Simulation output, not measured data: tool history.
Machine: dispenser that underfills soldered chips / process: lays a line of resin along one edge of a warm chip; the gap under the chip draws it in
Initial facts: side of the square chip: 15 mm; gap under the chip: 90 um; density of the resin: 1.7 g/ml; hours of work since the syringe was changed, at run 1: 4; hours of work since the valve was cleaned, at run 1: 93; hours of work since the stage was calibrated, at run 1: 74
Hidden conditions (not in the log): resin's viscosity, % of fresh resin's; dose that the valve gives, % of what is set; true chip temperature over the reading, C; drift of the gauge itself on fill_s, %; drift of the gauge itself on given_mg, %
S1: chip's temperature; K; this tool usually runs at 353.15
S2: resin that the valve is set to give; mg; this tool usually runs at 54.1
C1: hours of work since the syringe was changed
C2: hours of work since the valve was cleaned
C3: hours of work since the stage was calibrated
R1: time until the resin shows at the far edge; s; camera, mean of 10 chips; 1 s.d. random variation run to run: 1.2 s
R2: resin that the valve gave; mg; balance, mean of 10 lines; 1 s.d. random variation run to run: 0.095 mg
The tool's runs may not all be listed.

run	day	S1	S2	C1	C2	C3	R1	R2
1	0	353.15	54.1	4	93	74	168.6	52.48
2	0.125	353.15	54.1	6	96	76	201.7	52.33
# day 0.229: new syringe of resin
3	0.279	353.15	67.4	1	98	79	125.9	65.56
4	0.392	353.15	67.4	3	100	81	147.4	65.34
5	0.529	353.15	52.6	5	103	83	187.1	50.97
# day 0.683: new syringe of resin
6	0.738	353.15	52.6	1	106	87	131	50.67
7	0.871	365.15	54.1	3	109	89	99	52.22
# day 0.988: dispensing valve cleaned and set on the balance
8	1.017	353.15	54.1	5	1	91	179.9	54.16
9	1.125	353.15	54.1	7	2	93	215	54.1
# day 1.167: new syringe of resin
10	1.238	356.15	54.1	1	4	95	116	54.09
11	1.379	360.15	60.5	4	7	97	120.4	60.29
12	1.542	356.15	67.9	7	10	100	176.1	67.85
# day 1.621: new syringe of resin
13	1.683	353.15	66.8	1	12	102	129.8	66.59
14	1.875	353.15	66.8	5	15	106	168.6	66.28
15	2.021	353.15	49.4	7	18	108	211	49.14
# day 2.062: new syringe of resin
16	2.217	353.15	49.4	3	21	111	151.9	49.15
17	2.317	363.15	49.4	5	23	113	117.8	48.98
18	2.442	363.15	49.4	7	25	116	137.1	49.05
# day 2.512: new syringe of resin
19	2.662	343.15	47	3	29	119	235.3	46.6
20	2.808	355.15	64.5	5	32	122	166.1	63.89

5 options for the next run, each taken on its own from the tool as it stands now. Forecast them:
# day 2.967: new syringe of resin
A	2.971	355.15	60	0	34	125	?	?
# day 2.967: new syringe of resin
B	2.971	339.15	54.1	0	34	125	?	?
# day 2.967: new syringe of resin
C	2.971	363.15	47.3	0	34	125	?	?
# day 2.967: new syringe of resin
D	2.971	350.15	52	0	34	125	?	?
# day 2.967: new syringe of resin
E	2.971	343.15	55.3	0	34	125	?	?

run	R1	R2
A	106.5	59.42
B	216	53.47
C	80.2	46.84
D	134.5	51.42
E	179.8	54.72
Without the tool's unlogged condition, the same runs would have read:
run	R1	R2
A	108.2	60.07
B	219.5	54.06
C	81.3	47.35
D	136.6	51.99
E	182.7	55.32

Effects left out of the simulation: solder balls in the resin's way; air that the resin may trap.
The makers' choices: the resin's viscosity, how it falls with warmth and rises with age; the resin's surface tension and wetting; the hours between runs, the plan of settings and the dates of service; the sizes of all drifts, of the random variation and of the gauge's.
